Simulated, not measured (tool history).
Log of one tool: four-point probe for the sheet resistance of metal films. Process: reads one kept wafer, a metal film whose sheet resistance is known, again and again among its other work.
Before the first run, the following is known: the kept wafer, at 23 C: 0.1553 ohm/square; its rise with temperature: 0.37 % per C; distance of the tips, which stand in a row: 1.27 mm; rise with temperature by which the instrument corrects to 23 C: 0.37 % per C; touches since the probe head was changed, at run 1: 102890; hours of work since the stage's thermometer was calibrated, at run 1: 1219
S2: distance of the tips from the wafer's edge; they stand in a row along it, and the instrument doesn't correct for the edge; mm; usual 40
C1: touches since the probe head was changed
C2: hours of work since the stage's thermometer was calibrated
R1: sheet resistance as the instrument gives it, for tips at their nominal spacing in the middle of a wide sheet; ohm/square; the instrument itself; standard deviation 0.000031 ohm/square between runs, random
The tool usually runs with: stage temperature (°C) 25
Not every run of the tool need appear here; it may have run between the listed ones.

{"run": 1, "hour": 0.0, "stage temperature (°C)": 25, "S2": 40, "C1": 102890, "C2": 1219, "R1": 0.156119}
{"run": 2, "hour": 55.2, "stage temperature (°C)": 20, "S2": 40, "C1": 106707, "C2": 1262, "R1": 0.156167}
{"run": 3, "hour": 100.5, "stage temperature (°C)": 25, "S2": 40, "C1": 109846, "C2": 1297, "R1": 0.156175}
{"run": 4, "hour": 135.2, "stage temperature (°C)": 25, "S2": 3, "C1": 112247, "C2": 1324, "R1": 0.169804}
{"run": 5, "hour": 162.0, "stage temperature (°C)": 25, "S2": 3, "C1": 114102, "C2": 1345, "R1": 0.169733}
{"run": 6, "hour": 198.9, "stage temperature (°C)": 25, "S2": 3, "C1": 116650, "C2": 1374, "R1": 0.169763}
{"run": 7, "hour": 243.4, "stage temperature (°C)": 25, "S2": 3, "C1": 119735, "C2": 1409, "R1": 0.169895}
{"run": 8, "hour": 298.3, "stage temperature (°C)": 25, "S2": 40, "C1": 123531, "C2": 1452, "R1": 0.156315}
{"run": 9, "hour": 338.1, "stage temperature (°C)": 21, "S2": 40, "C1": 126286, "C2": 1483, "R1": 0.156374}
{"run": 10, "hour": 367.4, "stage temperature (°C)": 33, "S2": 4, "C1": 128317, "C2": 1506, "R1": 0.164383}
{"run": 11, "hour": 395.8, "stage temperature (°C)": 20, "S2": 4, "C1": 130280, "C2": 1528, "R1": 0.164324}
{"run": 12, "hour": 440.9, "stage temperature (°C)": 23, "S2": 56, "C1": 133397, "C2": 1563, "R1": 0.156428}
{"run": 13, "hour": 493.4, "stage temperature (°C)": 23, "S2": 56, "C1": 137035, "C2": 1604, "R1": 0.156431}
{"run": 14, "hour": 531.4, "stage temperature (°C)": 22, "S2": 31, "C1": 139665, "C2": 1634, "R1": 0.156607}
{"run": 15, "hour": 575.5, "stage temperature (°C)": 22, "S2": 6, "C1": 142712, "C2": 1668, "R1": 0.160123}
{"hour": 581.2, "done": "stage's thermometer calibrated"}
{"run": 16, "hour": 631.0, "stage temperature (°C)": 20, "S2": 4, "C1": 146520, "C2": 39, "R1": 0.164917}
{"run": 17, "hour": 662.1, "stage temperature (°C)": 20, "S2": 4, "C1": 148669, "C2": 63, "R1": 0.164962}
{"hour": 692.0, "done": "new probe head fitted"}
{"run": 18, "hour": 702.2, "stage temperature (°C)": 20, "S2": 4, "C1": 702, "C2": 94, "R1": 0.162539}

Some steps in R1 between neighbouring runs. How much of each would the tool show without its hidden state too (settings, what came in, random variation), and how much is left for the hidden state, with any gauge scatter that isn't in both results?
Unlogged tool condition in this case: inner tips' distance over the nominal, %; tips' flats over new ones', %; wafer's true temperature over the reading, C; drift of the gauge itself on sheet_ohm, %.
Run 3 -> 4: S2 40 -> 3. R1 +0.013629 ohm/square: hidden state +0.000088, all else +0.013541.
Run 17 -> 18: new probe head fitted. R1 -0.002423 ohm/square: hidden state -0.002458, all else +0.000035.
